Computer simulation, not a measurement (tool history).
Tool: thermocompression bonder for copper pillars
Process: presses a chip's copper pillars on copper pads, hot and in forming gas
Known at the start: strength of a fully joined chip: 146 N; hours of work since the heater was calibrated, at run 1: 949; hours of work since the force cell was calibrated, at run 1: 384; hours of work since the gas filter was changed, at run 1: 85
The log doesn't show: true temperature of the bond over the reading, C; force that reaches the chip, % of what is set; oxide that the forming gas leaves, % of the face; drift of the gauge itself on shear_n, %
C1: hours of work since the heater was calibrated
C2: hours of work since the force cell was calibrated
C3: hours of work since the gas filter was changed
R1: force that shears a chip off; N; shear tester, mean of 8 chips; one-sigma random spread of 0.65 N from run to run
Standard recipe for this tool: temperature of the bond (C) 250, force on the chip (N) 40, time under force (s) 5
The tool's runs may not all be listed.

run 1 hour=0.0 | temperature_of_the_bond_(C)=250 force_on_the_chip_(N)=40 time_under_force_(s)=5 | C1=949 C2=384 C3=85 | R1=81.3
-- hour=34.7 forming gas filter changed
run 2 hour=48.7 | temperature_of_the_bond_(C)=250 force_on_the_chip_(N)=40 time_under_force_(s)=13 | C1=975 C2=410 C3=8 | R1=110.9
run 3 hour=76.9 | temperature_of_the_bond_(C)=227 force_on_the_chip_(N)=40 time_under_force_(s)=5 | C1=991 C2=425 C3=23 | R1=56.9
run 4 hour=109.8 | temperature_of_the_bond_(C)=227 force_on_the_chip_(N)=40 time_under_force_(s)=4 | C1=1008 C2=443 C3=41 | R1=52.1
run 5 hour=139.9 | temperature_of_the_bond_(C)=250 force_on_the_chip_(N)=37 time_under_force_(s)=5 | C1=1025 C2=459 C3=57 | R1=79.5
run 6 hour=165.7 | temperature_of_the_bond_(C)=250 force_on_the_chip_(N)=37 time_under_force_(s)=5 | C1=1039 C2=473 C3=71 | R1=77.3
run 7 hour=202.7 | temperature_of_the_bond_(C)=250 force_on_the_chip_(N)=37 time_under_force_(s)=5 | C1=1059 C2=493 C3=91 | R1=76.6
-- hour=223.0 forming gas filter changed
run 8 hour=233.6 | temperature_of_the_bond_(C)=250 force_on_the_chip_(N)=40 time_under_force_(s)=5 | C1=1075 C2=509 C3=6 | R1=87.8
run 9 hour=261.3 | temperature_of_the_bond_(C)=250 force_on_the_chip_(N)=40 time_under_force_(s)=5 | C1=1090 C2=524 C3=21 | R1=86.0
run 10 hour=311.4 | temperature_of_the_bond_(C)=250 force_on_the_chip_(N)=40 time_under_force_(s)=5 | C1=1117 C2=551 C3=48 | R1=84.1
run 11 hour=347.7 | temperature_of_the_bond_(C)=248 force_on_the_chip_(N)=40 time_under_force_(s)=5 | C1=1137 C2=571 C3=67 | R1=81.2
run 12 hour=395.9 | temperature_of_the_bond_(C)=248 force_on_the_chip_(N)=40 time_under_force_(s)=5 | C1=1163 C2=597 C3=93 | R1=79.9
-- hour=414.8 forming gas filter changed
run 13 hour=434.7 | temperature_of_the_bond_(C)=248 force_on_the_chip_(N)=40 time_under_force_(s)=5 | C1=1183 C2=618 C3=11 | R1=84.1
run 14 hour=478.6 | temperature_of_the_bond_(C)=250 force_on_the_chip_(N)=40 time_under_force_(s)=8 | C1=1207 C2=641 C3=34 | R1=97.9
run 15 hour=526.6 | temperature_of_the_bond_(C)=250 force_on_the_chip_(N)=40 time_under_force_(s)=8 | C1=1233 C2=667 C3=60 | R1=96.6
run 16 hour=552.0 | temperature_of_the_bond_(C)=250 force_on_the_chip_(N)=40 time_under_force_(s)=4 | C1=1247 C2=681 C3=74 | R1=77.5
run 17 hour=601.7 | temperature_of_the_bond_(C)=250 force_on_the_chip_(N)=40 time_under_force_(s)=4 | C1=1274 C2=708 C3=101 | R1=76.2
-- hour=606.0 forming gas filter changed
run 18 hour=645.9 | temperature_of_the_bond_(C)=250 force_on_the_chip_(N)=40 time_under_force_(s)=4 | C1=1297 C2=731 C3=22 | R1=82.1
run 19 hour=682.3 | temperature_of_the_bond_(C)=240 force_on_the_chip_(N)=30 time_under_force_(s)=3 | C1=1317 C2=751 C3=41 | R1=48.7
run 20 hour=718.9 | temperature_of_the_bond_(C)=269 force_on_the_chip_(N)=39 time_under_force_(s)=8 | C1=1337 C2=771 C3=61 | R1=116.6
run 21 hour=751.3 | temperature_of_the_bond_(C)=250 force_on_the_chip_(N)=54 time_under_force_(s)=8 | C1=1354 C2=788 C3=78 | R1=111.7
-- hour=795.2 forming gas filter changed
run 22 hour=795.2 | temperature_of_the_bond_(C)=250 force_on_the_chip_(N)=54 time_under_force_(s)=8 | C1=1378 C2=812 C3=0 | R1=120.3
run 23 hour=827.8 | temperature_of_the_bond_(C)=250 force_on_the_chip_(N)=37 time_under_force_(s)=7 | C1=1395 C2=829 C3=18 | R1=93.0
run 24 hour=865.6 | temperature_of_the_bond_(C)=250 force_on_the_chip_(N)=37 time_under_force_(s)=7 | C1=1416 C2=850 C3=38 | R1=91.9
run 25 hour=893.9 | temperature_of_the_bond_(C)=228 force_on_the_chip_(N)=51 time_under_force_(s)=7 | C1=1431 C2=865 C3=53 | R1=83.4
run 26 hour=922.4 | temperature_of_the_bond_(C)=236 force_on_the_chip_(N)=40 time_under_force_(s)=8 | C1=1446 C2=880 C3=69 | R1=80.8
run 27 hour=958.0 | temperature_of_the_bond_(C)=236 force_on_the_chip_(N)=40 time_under_force_(s)=8 | C1=1466 C2=900 C3=88 | R1=79.5
-- hour=986.0 forming gas filter changed
run 28 hour=997.8 | temperature_of_the_bond_(C)=236 force_on_the_chip_(N)=40 time_under_force_(s)=8 | C1=1487 C2=921 C3=6 | R1=85.1
run 29 hour=1029.1 | temperature_of_the_bond_(C)=250 force_on_the_chip_(N)=40 time_under_force_(s)=12 | C1=1504 C2=938 C3=23 | R1=112.5
-- hour=1052.0 heater calibrated with a thermocouple chip
run 30 hour=1077.7 | temperature_of_the_bond_(C)=221 force_on_the_chip_(N)=51 time_under_force_(s)=4 | C1=14 C2=963 C3=48 | R1=52.1
run 31 hour=1098.6 | temperature_of_the_bond_(C)=221 force_on_the_chip_(N)=39 time_under_force_(s)=6 | C1=25 C2=974 C3=60 | R1=47.6
run 32 hour=1148.6 | temperature_of_the_bond_(C)=221 force_on_the_chip_(N)=31 time_under_force_(s)=10 | C1=52 C2=1001 C3=87 | R1=46.1
run 33 hour=1170.7 | temperature_of_the_bond_(C)=265 force_on_the_chip_(N)=40 time_under_force_(s)=3 | C1=64 C2=1013 C3=99 | R1=81.9
-- hour=1178.6 forming gas filter changed
run 34 hour=1199.1 | temperature_of_the_bond_(C)=265 force_on_the_chip_(N)=40 time_under_force_(s)=3 | C1=79 C2=1028 C3=11 | R1=86.4
-- hour=1213.3 force cell calibrated
run 35 hour=1228.2 | temperature_of_the_bond_(C)=265 force_on_the_chip_(N)=40 time_under_force_(s)=3 | C1=94 C2=8 C3=26 | R1=81.3

Pick out some run-to-run changes in R1. Of each, how much would a tool without hidden state show as well, from the settings, what came in and chance, and how much is left for the hidden state and any gauge scatter not in both results compared?
Run 2 -> 3: temperature of the bond (C) 250 -> 227, time under force (s) 13 -> 5. R1 -54.0 N: hidden state -1.1, all else -52.9.
Run 19 -> 20: temperature of the bond (C) 240 -> 269, force on the chip (N) 30 -> 39, time under force (s) 3 -> 8. R1 +67.9 N: hidden state -3.0, all else +70.9.
Run 21 -> 22: forming gas filter changed. R1 +8.6 N: hidden state +7.4, all else +1.2.
Run 29 -> 30: temperature of the bond (C) 250 -> 221, force on the chip (N) 40 -> 51, time under force (s) 12 -> 4, heater calibrated with a thermocouple chip. R1 -60.4 N: hidden state -9.8, all else -50.6.
Run 33 -> 34: forming gas filter changed. R1 +4.5 N: hidden state +6.0, all else -1.5.
